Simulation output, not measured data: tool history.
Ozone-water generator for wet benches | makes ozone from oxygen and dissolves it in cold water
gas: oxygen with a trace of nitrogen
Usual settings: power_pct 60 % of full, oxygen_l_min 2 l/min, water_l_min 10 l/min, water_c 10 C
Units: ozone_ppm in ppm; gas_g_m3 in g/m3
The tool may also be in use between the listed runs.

run,hour,power_pct,oxygen_l_min,water_l_min,water_c,ozone_ppm,gas_g_m3
1,0,60,2,10,10,13.9,151
2,96.4,60,2,10,10,14.1,150.3
3,169.3,60,2,10,10,13.9,150.5
4,243.4,60,2,10,10,14.1,150.4
5,319.7,60,2,10,10,13.9,149
6,386.4,60,2,10,10,13.7,149.3
7,437.6,60,2,10,10,13.7,148.8
8,530.1,60,2,10,18,12.4,149
9,614.5,60,2,10,18,12.3,148.2
10,683.5,60,2,10,18,12.5,148
11,761.5,60,2,10,10,13.4,147.7
12,813.2,60,2,10,10,13.1,146.5
13,906.7,60,2,10,10,13.3,146.5
14,956.5,60,2,10,10,13.3,144.7
15,1049.8,60,2,13,10,10.2,144.2
16,1097.9,60,3.44,13,7,12.4,118.2
17,1183,47,3.44,13,7,10,97.8
18,1242.1,47,3.44,13,7,10.3,96.1
19,1316.7,47,3.44,14,7,9.3,97.5
20,1361.6,47,2,10,10,10.8,119.8
21,1439.6,76,2.13,9,12,16.6,165
22,1540.9,76,2.13,9,12,16.6,166.7
23,1624.6,96,1.55,10,10,16.4,219.9
24,1701.7,79,1.16,12,12,10.4,212.1
25,1760.7,83,2.59,12,14,13.9,161.6
26,1838.3,60,1.28,15,10,6.8,167.7

Forecast each of these 4 alternatives for the next run:
A,1901.2,44,1.37,10,8,?,?
B,1901.2,60,2,12,10,?,?
C,1901.2,85,1.28,9,10,?,?
D,1901.2,40,2.27,15,10,?,?

run,ozone_ppm,gas_g_m3
A,9,129.7
B,10.4,140
C,15.3,213.7
D,6.5,100.4
Without the tool's hidden state the same runs would have given:
run,ozone_ppm,gas_g_m3
A,10.6,138.9
B,12.7,153.6
C,19.1,241.2
D,7.7,106.6
